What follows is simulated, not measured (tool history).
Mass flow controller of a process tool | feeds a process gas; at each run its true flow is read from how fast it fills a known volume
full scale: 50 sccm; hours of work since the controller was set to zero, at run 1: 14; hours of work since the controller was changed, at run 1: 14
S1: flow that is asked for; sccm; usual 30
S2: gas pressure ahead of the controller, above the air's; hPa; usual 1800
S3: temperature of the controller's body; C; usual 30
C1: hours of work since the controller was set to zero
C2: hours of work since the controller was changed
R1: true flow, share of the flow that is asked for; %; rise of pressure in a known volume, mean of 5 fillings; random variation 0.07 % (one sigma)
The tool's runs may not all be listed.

run,hour,S1,S2,S3,C1,C2,R1
1,0.0,30,1800,30,14,14,99.28
2,126.9,30,1510,30,71,71,99.31
3,367.6,30,1510,30,179,179,99.52
4,571.8,30,1510,30,271,271,99.43
5,790.8,49,1800,30,369,369,99.76
6,1002.7,30,1800,24,465,465,99.92
7,1190.5,30,1800,24,549,549,100.28
8,1350.3,30,1800,24,621,621,100.23
9,1493.9,30,1800,30,686,686,99.87
10,1678.1,30,1800,30,768,768,99.93
11,1890.9,30,1800,30,864,864,99.97
12,2098.0,30,1800,30,957,957,100.08
13,2298.2,30,1800,30,1047,1047,100.10
14,2514.1,30,1800,30,1144,1144,100.18
15,2693.8,30,1800,30,1225,1225,100.15
16,2921.5,30,1800,30,1328,1328,100.29
17,3095.4,30,1800,30,1406,1406,100.42
18,3372.8,16,2330,29,1531,1531,100.59
19,3525.1,30,1800,30,1599,1599,100.40
20,3665.6,18,1800,26,1662,1662,100.82
21,3785.3,18,1800,26,1716,1716,100.77
22,3915.7,6,2710,32,1775,1775,100.48
23,4095.5,6,2710,32,1856,1856,100.57
24,4213.2,12,2710,25,1909,1909,101.35
25,4373.7,30,1720,29,1981,1981,100.80
26,4658.3,9,1800,25,2109,2109,101.11
27,4928.5,38,1630,29,2230,2230,101.12
28,5141.3,19,1630,26,2326,2326,101.20
29,5392.2,19,1630,26,2439,2439,101.30
30,5542.2,19,1630,26,2506,2506,101.38
31,5665.9,19,1630,26,2562,2562,101.31

5 ways to go on from here, each from the tool as it stands after run 31. What would each give?
A,5801.1,17,1800,37,2623,2623,?
B,5801.1,6,2230,26,2623,2623,?
C,5801.1,9,1800,30,2623,2623,?
D,5801.1,30,1730,30,2623,2623,?
E,5801.1,32,2300,38,2623,2623,?

run,R1
A,100.48
B,101.56
C,101.01
D,101.17
E,100.85
Without the tool's hidden state the same runs would have given:
run,R1
A,98.64
B,99.69
C,99.15
D,99.32
E,99.00
